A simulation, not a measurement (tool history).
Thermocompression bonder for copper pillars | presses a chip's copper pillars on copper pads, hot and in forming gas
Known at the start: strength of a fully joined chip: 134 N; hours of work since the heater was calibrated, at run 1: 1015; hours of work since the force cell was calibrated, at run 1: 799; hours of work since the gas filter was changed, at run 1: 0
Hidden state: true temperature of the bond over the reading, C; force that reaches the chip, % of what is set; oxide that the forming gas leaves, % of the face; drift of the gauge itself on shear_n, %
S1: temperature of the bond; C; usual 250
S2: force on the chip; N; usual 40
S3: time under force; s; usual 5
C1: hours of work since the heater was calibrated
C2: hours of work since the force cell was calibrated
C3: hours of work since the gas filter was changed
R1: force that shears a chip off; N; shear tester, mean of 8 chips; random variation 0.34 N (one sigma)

run   hour   S1  S2  S3    C1    C2   C3     R1
  1      0  250  40   5  1015   799    0   84.6
  2   33.2  250  40   5  1037   821   23   84.8
  3   74.4  250  40   5  1066   850   51   84.8
  4  102.3  255  40   5  1085   869   70   88.3
  5  129.1  255  40   5  1103   887   88   88.8
  6  159.8  255  40   5  1124   908  109   88.2
  7  202.8  250  40   5  1153   937  139   84.5
  8  238.8  250  40   6  1178   962  163   88.6
  9  271.1  250  40   5  1200   984  185   84.1
 10  305.7  250  40   5  1224  1008  209   84.2
     328.1  -- heater calibrated with a thermocouple chip
 11  343.6  250  40   5    11  1032  233   83.7
 12  372.9  250  40   5    31  1052  254     84
 13  394.9  250  40   5    46  1067  269     84
 14  414.1  234  40  11    59  1080  282   87.9
 15  442.6  228  39   8    78  1100  301   73.6
 16  482.3  270  40   5   105  1127  328  100.8
 17  514.3  270  40   5   127  1149  350    100
 18  535.4  270  40   5   142  1163  365  100.4
 19  557.8  270  40   5   157  1179  380  100.2
 20  581.9  254  26   5   173  1195  396   70.7
 21  608.3  220  40   4   191  1213  414   51.8
     625.3  -- forming gas filter changed
 22  648.6  250  45   8   219  1240   16   98.4
 23    671  250  45   8   234  1256   31   98.4
 24  691.8  250  45   8   248  1270   45   99.1
 25  719.8  251  37   5   267  1289   65   81.4

3 ways to go on from here, each from the tool as it stands after run 25. What would each give?
  A  743.4  251  37   6  284  1305  81   ?
  B  743.4  250  40   3  284  1305  81   ?
  C  743.4  251  49   4  284  1305  81   ?

run    R1
  A  85.5
  B  71.1
  C  86.5
Without the tool's hidden state the same runs would have given:
run    R1
  A  86.6
  B  71.9
  C  87.6

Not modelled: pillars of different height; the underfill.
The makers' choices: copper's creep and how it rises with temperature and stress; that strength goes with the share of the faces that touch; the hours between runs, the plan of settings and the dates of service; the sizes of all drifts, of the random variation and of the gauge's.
